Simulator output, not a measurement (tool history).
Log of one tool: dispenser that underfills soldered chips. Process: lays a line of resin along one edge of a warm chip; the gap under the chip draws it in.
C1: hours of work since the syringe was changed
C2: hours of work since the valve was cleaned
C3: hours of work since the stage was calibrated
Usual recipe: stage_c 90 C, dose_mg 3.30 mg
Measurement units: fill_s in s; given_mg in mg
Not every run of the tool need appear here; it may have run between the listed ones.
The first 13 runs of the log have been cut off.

{"run": 14, "hour": 75.2, "stage_c": 92, "dose_mg": 3.3, "C1": 4, "C2": 22, "C3": 140, "fill_s": 42.2, "given_mg": 3.282}
{"hour": 78.3, "done": "new syringe of resin"}
{"run": 15, "hour": 82.7, "stage_c": 90, "dose_mg": 3.3, "C1": 3, "C2": 27, "C3": 144, "fill_s": 43.6, "given_mg": 3.27}
{"hour": 87.1, "done": "new syringe of resin"}
{"run": 16, "hour": 88.3, "stage_c": 90, "dose_mg": 3.3, "C1": 1, "C2": 30, "C3": 148, "fill_s": 39.7, "given_mg": 3.268}
{"hour": 95.6, "done": "new syringe of resin"}
{"run": 17, "hour": 95.6, "stage_c": 90, "dose_mg": 3.3, "C1": 0, "C2": 35, "C3": 152, "fill_s": 35.9, "given_mg": 3.264}
{"run": 18, "hour": 99.6, "stage_c": 90, "dose_mg": 3.9, "C1": 3, "C2": 37, "C3": 155, "fill_s": 41.0, "given_mg": 3.851}
{"run": 19, "hour": 103.2, "stage_c": 93, "dose_mg": 3.91, "C1": 5, "C2": 40, "C3": 157, "fill_s": 43.6, "given_mg": 3.864}
{"hour": 104.4, "done": "new syringe of resin"}
{"run": 20, "hour": 107.9, "stage_c": 103, "dose_mg": 4.08, "C1": 2, "C2": 43, "C3": 160, "fill_s": 25.5, "given_mg": 4.028}
{"hour": 113.0, "done": "new syringe of resin"}
{"run": 21, "hour": 113.1, "stage_c": 103, "dose_mg": 3.14, "C1": 0, "C2": 46, "C3": 163, "fill_s": 22.6, "given_mg": 3.099}
{"run": 22, "hour": 119.0, "stage_c": 92, "dose_mg": 2.8, "C1": 4, "C2": 50, "C3": 167, "fill_s": 43.6, "given_mg": 2.752}
{"hour": 121.4, "done": "new syringe of resin"}
{"run": 23, "hour": 126.6, "stage_c": 91, "dose_mg": 2.83, "C1": 3, "C2": 54, "C3": 172, "fill_s": 44.2, "given_mg": 2.784}
{"hour": 130.0, "done": "new syringe of resin"}
{"run": 24, "hour": 130.6, "stage_c": 104, "dose_mg": 3.54, "C1": 0, "C2": 57, "C3": 175, "fill_s": 21.7, "given_mg": 3.481}
{"run": 25, "hour": 138.0, "stage_c": 95, "dose_mg": 3.3, "C1": 5, "C2": 62, "C3": 179, "fill_s": 41.1, "given_mg": 3.241}
{"hour": 138.8, "done": "new syringe of resin"}
{"run": 26, "hour": 145.1, "stage_c": 80, "dose_mg": 2.94, "C1": 4, "C2": 66, "C3": 184, "fill_s": 71.1, "given_mg": 2.878}
{"hour": 147.5, "done": "dispensing valve cleaned and set on the balance"}
{"hour": 148.4, "done": "new syringe of resin"}
{"run": 27, "hour": 153.8, "stage_c": 80, "dose_mg": 2.94, "C1": 3, "C2": 4, "C3": 189, "fill_s": 68.9, "given_mg": 2.946}
{"hour": 157.2, "done": "new syringe of resin"}
{"run": 28, "hour": 157.4, "stage_c": 85, "dose_mg": 3.3, "C1": 0, "C2": 6, "C3": 191, "fill_s": 45.6, "given_mg": 3.293}
{"run": 29, "hour": 164.0, "stage_c": 85, "dose_mg": 3.3, "C1": 4, "C2": 10, "C3": 195, "fill_s": 59.2, "given_mg": 3.285}
{"hour": 166.2, "done": "new syringe of resin"}
{"run": 30, "hour": 171.3, "stage_c": 86, "dose_mg": 3.12, "C1": 3, "C2": 15, "C3": 200, "fill_s": 53.6, "given_mg": 3.11}
{"hour": 174.7, "done": "new syringe of resin"}
{"run": 31, "hour": 176.0, "stage_c": 86, "dose_mg": 3.12, "C1": 1, "C2": 18, "C3": 203, "fill_s": 46.4, "given_mg": 3.1}
{"run": 32, "hour": 182.0, "stage_c": 86, "dose_mg": 3.12, "C1": 5, "C2": 22, "C3": 207, "fill_s": 59.0, "given_mg": 3.101}
{"hour": 183.7, "done": "new syringe of resin"}
{"run": 33, "hour": 187.9, "stage_c": 86, "dose_mg": 3.12, "C1": 3, "C2": 26, "C3": 210, "fill_s": 50.1, "given_mg": 3.105}
{"hour": 192.5, "done": "new syringe of resin"}
{"run": 34, "hour": 195.3, "stage_c": 86, "dose_mg": 3.12, "C1": 2, "C2": 30, "C3": 215, "fill_s": 49.1, "given_mg": 3.094}
{"run": 35, "hour": 200.2, "stage_c": 88, "dose_mg": 3.03, "C1": 5, "C2": 33, "C3": 218, "fill_s": 55.4, "given_mg": 2.995}

Alternative continuations, all from the tool just after run 35; predict every row:
{"hour": 201.0, "done": "new syringe of resin"}
{"run": "A", "hour": 204.8, "stage_c": 90, "dose_mg": 4.06, "C1": 2, "C2": 36, "C3": 221, "fill_s": "?", "given_mg": "?"}
{"hour": 201.0, "done": "new syringe of resin"}
{"run": "B", "hour": 204.8, "stage_c": 91, "dose_mg": 4.21, "C1": 2, "C2": 36, "C3": 221, "fill_s": "?", "given_mg": "?"}
{"hour": 201.0, "done": "new syringe of resin"}
{"run": "C", "hour": 204.8, "stage_c": 79, "dose_mg": 3.56, "C1": 2, "C2": 36, "C3": 221, "fill_s": "?", "given_mg": "?"}

run=A fill_s=42.4 given_mg=4.014
run=B fill_s=40.3 given_mg=4.166
run=C fill_s=66.3 given_mg=3.525
With no hidden state in the tool, these same runs would have given:
run=A fill_s=35.3 given_mg=4.053
run=B fill_s=33.4 given_mg=4.207
run=C fill_s=54.8 given_mg=3.560

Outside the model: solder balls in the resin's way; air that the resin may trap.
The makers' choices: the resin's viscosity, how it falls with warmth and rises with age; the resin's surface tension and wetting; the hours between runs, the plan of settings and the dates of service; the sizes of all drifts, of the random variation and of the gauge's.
